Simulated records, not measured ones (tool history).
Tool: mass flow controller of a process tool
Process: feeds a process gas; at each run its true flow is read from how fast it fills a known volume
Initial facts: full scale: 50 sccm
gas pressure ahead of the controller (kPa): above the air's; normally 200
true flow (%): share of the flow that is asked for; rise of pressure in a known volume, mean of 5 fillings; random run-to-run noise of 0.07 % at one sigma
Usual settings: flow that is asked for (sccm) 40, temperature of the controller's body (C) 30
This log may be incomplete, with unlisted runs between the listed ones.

| run | hour | flow that is asked for (sccm) | gas pressure ahead of the controller (kPa) | temperature of the controller's body (C) | true flow (%) |
|---|---|---|---|---|---|
| 1 | 0 | 40 | 200 | 30 | 96.68 |
| 2 | 220.2 | 35 | 200 | 30 | 96.28 |
| 3 | 424.2 | 40 | 200 | 30 | 96.67 |
| 4 | 670.8 | 40 | 200 | 30 | 96.59 |
| 5 | 882.3 | 40 | 200 | 27 | 96.69 |
| 6 | 1173.2 | 40 | 200 | 32 | 96.22 |
| 7 | 1432.5 | 40 | 200 | 32 | 96.39 |
| 8 | 1639.8 | 40 | 200 | 30 | 96.3 |
| 9 | 1850.4 | 40 | 200 | 30 | 96.28 |
| 10 | 2067 | 21 | 200 | 30 | 94.85 |
| 11 | 2304.6 | 21 | 200 | 30 | 94.73 |
| 12 | 2461.2 | 21 | 200 | 30 | 94.82 |
| 13 | 2611.3 | 21 | 200 | 30 | 94.77 |
| 14 | 2796 | 21 | 200 | 30 | 94.8 |
| 15 | 2955.2 | 40 | 200 | 33 | 95.84 |
| 16 | 3116.4 | 40 | 200 | 33 | 95.87 |
| 17 | 3320.6 | 40 | 200 | 33 | 95.68 |
| 18 | 3644.9 | 40 | 200 | 33 | 95.78 |
| 19 | 3883.3 | 40 | 200 | 33 | 95.57 |
| 20 | 4100.2 | 15 | 191 | 26 | 94.09 |
| 21 | 4442.3 | 24 | 223 | 39 | 93.99 |
| 22 | 4737.6 | 24 | 223 | 39 | 93.74 |
| 23 | 4879.1 | 24 | 223 | 39 | 93.71 |
| 24 | 5205.4 | 8 | 223 | 26 | 92.3 |
| 25 | 5523.8 | 6 | 200 | 26 | 91.53 |
|  | 5541.4 | controller's zero set anew |
| 26 | 5696.2 | 6 | 200 | 26 | 91.12 |
| 27 | 5947 | 6 | 200 | 26 | 91.04 |
| 28 | 6152 | 12 | 199 | 24 | 92.91 |
| 29 | 6329.3 | 12 | 199 | 24 | 92.73 |
| 30 | 6477.4 | 26 | 147 | 23 | 94.56 |
| 31 | 6803 | 26 | 218 | 28 | 93.89 |
| 32 | 7028.1 | 28 | 191 | 32 | 93.98 |
|  | 7045.7 | controller's zero set anew, once more |
| 33 | 7324.1 | 28 | 191 | 32 | 94.61 |
| 34 | 7572.6 | 40 | 147 | 30 | 95.56 |
| 35 | 7869.9 | 40 | 200 | 26 | 95.47 |
| 36 | 8126.3 | 40 | 186 | 30 | 95.2 |
| 37 | 8466.4 | 9 | 186 | 36 | 92.84 |

Forecast each of these 3 alternatives for the next run:
| A | 8800 | 6 | 149 | 25 | ? |
| B | 8800 | 14 | 181 | 36 | ? |
| C | 8800 | 30 | 145 | 36 | ? |

| run | true flow (%) |
|---|---|
| A | 93.07 |
| B | 93.12 |
| C | 94.34 |
With no hidden state in the tool, these same runs would have given:
| run | true flow (%) |
|---|---|
| A | 97.79 |
| B | 97.52 |
| C | 98.62 |

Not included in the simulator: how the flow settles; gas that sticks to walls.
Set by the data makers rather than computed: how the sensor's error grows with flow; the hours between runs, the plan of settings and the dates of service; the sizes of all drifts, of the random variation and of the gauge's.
